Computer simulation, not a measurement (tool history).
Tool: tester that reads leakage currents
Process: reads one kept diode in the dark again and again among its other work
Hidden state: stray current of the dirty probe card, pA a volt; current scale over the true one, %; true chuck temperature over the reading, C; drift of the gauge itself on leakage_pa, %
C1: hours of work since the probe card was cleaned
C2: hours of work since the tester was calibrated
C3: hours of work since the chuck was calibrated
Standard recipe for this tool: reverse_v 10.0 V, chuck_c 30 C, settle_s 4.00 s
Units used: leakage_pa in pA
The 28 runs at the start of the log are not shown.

Run 29, hour 687.1: usual settings but reverse_v 6.3 V, chuck_c 21 C; C1 934; C2 595; C3 487. Result: leakage_pa 164.68 pA.
Run 30, hour 710.0: usual settings but chuck_c 33 C, settle_s 1.27 s; C1 947; C2 608; C3 500. Result: leakage_pa 491.66 pA.
Run 31, hour 733.7: usual settings but reverse_v 4.5 V, chuck_c 45 C, settle_s 1.27 s; C1 960; C2 621; C3 513. Result: leakage_pa 890.64 pA.
Run 32, hour 750.3: usual settings but reverse_v 5.0 V, chuck_c 45 C, settle_s 4.16 s; C1 969; C2 630; C3 522. Result: leakage_pa 924.82 pA.
Run 33, hour 776.3: usual settings but reverse_v 3.2 V, chuck_c 45 C, settle_s 0.99 s; C1 984; C2 645; C3 537. Result: leakage_pa 798.09 pA.
Run 34, hour 791.8: usual settings but reverse_v 17.7 V, chuck_c 45 C, settle_s 1.42 s; C1 993; C2 653; C3 546. Result: leakage_pa 1434.86 pA.
Run 35, hour 810.6: usual settings but reverse_v 17.7 V, chuck_c 45 C, settle_s 1.42 s; C1 1003; C2 664; C3 556. Result: leakage_pa 1433.31 pA.
Run 36, hour 840.9: usual settings but reverse_v 1.6 V, settle_s 1.11 s; C1 1020; C2 681; C3 573. Result: leakage_pa 208.87 pA.
Run 37, hour 865.4: usual settings but reverse_v 1.6 V, settle_s 1.11 s; C1 1034; C2 694; C3 587. Result: leakage_pa 209.15 pA.
Run 38, hour 886.6: usual settings but reverse_v 1.6 V, settle_s 1.11 s; C1 1046; C2 706; C3 598. Result: leakage_pa 210.28 pA.
Run 39, hour 916.9: usual settings but reverse_v 2.1 V, settle_s 1.00 s; C1 1062; C2 723; C3 615. Result: leakage_pa 230.34 pA.
Run 40, hour 945.9: usual settings but chuck_c 28 C; C1 1079; C2 739; C3 631. Result: leakage_pa 345.17 pA.

Forecast each of these 3 alternatives for the next run:
Run A, hour 967.5: usual settings but settle_s 1.96 s; C1 1091; C2 751; C3 644. Result: leakage_pa ?.
Run B, hour 967.5: usual settings but reverse_v 10.2 V, settle_s 5.47 s; C1 1091; C2 751; C3 644. Result: leakage_pa ?.
Run C, hour 967.5: usual settings but reverse_v 11.2 V, chuck_c 23 C, settle_s 8.03 s; C1 1091; C2 751; C3 644. Result: leakage_pa ?.

run  leakage_pa
  A      400.55
  B      403.82
  C      245.94
Stripped of hidden state, with their random variation kept, the same runs would have yielded:
run  leakage_pa
  A      360.29
  B      363.01
  C      213.65
